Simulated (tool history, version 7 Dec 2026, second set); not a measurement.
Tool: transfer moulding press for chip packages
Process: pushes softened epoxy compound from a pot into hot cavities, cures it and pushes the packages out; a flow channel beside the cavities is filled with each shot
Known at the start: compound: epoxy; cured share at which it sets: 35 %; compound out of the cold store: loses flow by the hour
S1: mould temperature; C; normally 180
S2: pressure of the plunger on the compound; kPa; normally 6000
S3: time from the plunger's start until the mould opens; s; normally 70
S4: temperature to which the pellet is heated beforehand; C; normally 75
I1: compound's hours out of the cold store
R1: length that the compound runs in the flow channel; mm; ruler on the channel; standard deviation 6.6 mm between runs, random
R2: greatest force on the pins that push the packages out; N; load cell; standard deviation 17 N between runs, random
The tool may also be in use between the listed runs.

run	hour	S1	S2	S3	S4	I1	R1	R2
1	0	180	6000	70	75	45.8	691	767
2	43.3	180	6000	70	75	47.4	688	764
# hour 48.9: cavities cleaned with cleaning compound and waxed
# hour 55.1: mould's thermocouples calibrated
3	99.2	180	6000	70	75	18.5	777	840
# hour 112.7: cavities cleaned with cleaning compound and waxed
4	159.4	180	6000	70	75	36.4	715	828
# hour 174.9: cavities cleaned with cleaning compound and waxed
5	205.3	180	6000	70	75	38.5	716	772
# hour 239: cavities cleaned with cleaning compound and waxed
6	243.4	180	6000	70	75	27.5	744	825
7	271.6	180	6000	70	75	27.3	745	846
# hour 303.9: cavities cleaned with cleaning compound and waxed
8	318.7	180	6000	70	75	14.8	792	881
# hour 337.7: plunger's sealing rings changed
9	363.2	180	6000	70	75	30.3	741	798
# hour 370: cavities cleaned with cleaning compound and waxed
10	401.7	180	6000	70	75	29.7	736	823
# hour 434.7: cavities cleaned with cleaning compound and waxed
11	435	180	4770	70	75	41.6	632	780
12	478.5	180	4770	70	75	15.7	700	865
# hour 498.4: cavities cleaned with cleaning compound and waxed
13	537.1	180	6320	70	75	38.5	729	809
# hour 564.1: cavities cleaned with cleaning compound and waxed
14	580.1	180	6320	70	75	25.7	768	838
15	611.7	174	6320	89	83	27.7	789	632
# hour 626.8: cavities cleaned with cleaning compound and waxed
16	664.5	174	6320	89	83	12.5	844	686
# hour 689.9: plunger's sealing rings changed
# hour 691.4: cavities cleaned with cleaning compound and waxed
17	703	174	6320	89	83	45.1	723	625
18	731.2	174	6320	89	83	22.4	804	648
# hour 755.1: cavities cleaned with cleaning compound and waxed
19	781.7	181	6000	67	75	16.4	780	934
# hour 820.8: cavities cleaned with cleaning compound and waxed
20	839.2	181	6000	67	75	23	771	860
21	880.3	181	5990	73	75	45.7	688	640
# hour 884.8: cavities cleaned with cleaning compound and waxed
22	926	181	5990	73	75	24.5	758	683
# hour 947.9: cavities cleaned with cleaning compound and waxed
23	973.1	181	5990	73	75	45.4	699	653
24	1003.6	181	5990	66	73	15.2	790	956
# hour 1013.1: cavities cleaned with cleaning compound and waxed
# hour 1023.7: mould's thermocouples calibrated
# hour 1045.3: plunger's sealing rings changed
25	1067.6	186	6480	56	67	46.4	713	1028
# hour 1079.4: cavities cleaned with cleaning compound and waxed
26	1124.7	181	6760	76	69	23.8	802	643
# hour 1142.4: cavities cleaned with cleaning compound and waxed
27	1169.3	181	6760	76	69	42.1	745	593
28	1197.9	180	6890	101	75	11.9	875	446

3 ways to go on from here, each from the tool as it stands after run 28. What would each give?
# hour 1207.2: cavities cleaned with cleaning compound and waxed
A	1246.3	180	6890	51	75	18.6	?	?
# hour 1207.2: cavities cleaned with cleaning compound and waxed
B	1246.3	180	6890	71	75	25.3	?	?
# hour 1207.2: cavities cleaned with cleaning compound and waxed
C	1246.3	181	6000	96	75	32.5	?	?

run	R1	R2
A	842	1847
B	804	795
C	727	457
Had the tool no hidden state, the same runs would have come out as:
run	R1	R2
A	842	1835
B	804	791
C	728	454
